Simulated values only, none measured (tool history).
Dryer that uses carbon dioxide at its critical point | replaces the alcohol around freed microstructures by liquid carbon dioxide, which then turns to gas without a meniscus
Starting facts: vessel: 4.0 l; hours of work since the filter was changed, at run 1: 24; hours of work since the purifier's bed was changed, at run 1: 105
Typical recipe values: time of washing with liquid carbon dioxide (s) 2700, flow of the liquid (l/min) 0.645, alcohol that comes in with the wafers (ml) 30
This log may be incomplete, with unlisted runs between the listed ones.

run	hour	time of washing with liquid carbon dioxide (s)	flow of the liquid (l/min)	alcohol that comes in with the wafers (ml)	hours of work since the filter was changed	hours of work since the purifier's bed was changed	alcohol left in the vessel before it's heated (ppm by volume)
1	0.0	2700	0.645	30	24	105	36
2	18.2	2700	0.645	30	31	112	28
3	42.5	2700	0.645	30	41	122	31
4	62.3	2700	0.645	30	49	130	41
5	84.5	2700	0.645	30	58	139	44
6	100.8	2700	0.645	30	64	146	34
7	122.6	2700	0.645	30	73	154	40
8	146.8	1800	0.645	30	83	164	169
9	165.1	1800	0.645	30	90	172	176
10	185.2	1800	0.645	30	98	180	177
11	196.5	1800	0.645	30	103	184	175
12	216.4	3720	0.645	30	111	192	25
13	234.0	3720	0.645	30	118	199	25
14	251.1	3720	0.780	36	125	206	23
15	266.8	2640	1.080	30	131	213	12
16	285.6	1920	0.645	39	139	220	185
17	302.0	1740	0.664	62	145	227	388
18	315.8	3840	0.645	50	151	232	32

Measured minus without-hidden-state, run by run (identical run-to-run variation in each term; gauge scatter may differ):
The hidden state here: flow that reaches the vessel past the clogged filter, %; alcohol in the recycled carbon dioxide, ppm; drift of the gauge itself on alcohol_ppm, %.
run	alcohol left in the vessel before it's heated (ppm by volume)
1	+9
2	+10
3	+11
4	+12
5	+14
6	+14
7	+15
8	+28
9	+30
10	+33
11	+32
12	+16
13	+16
14	+16
15	+12
16	+44
17	+76
18	+19
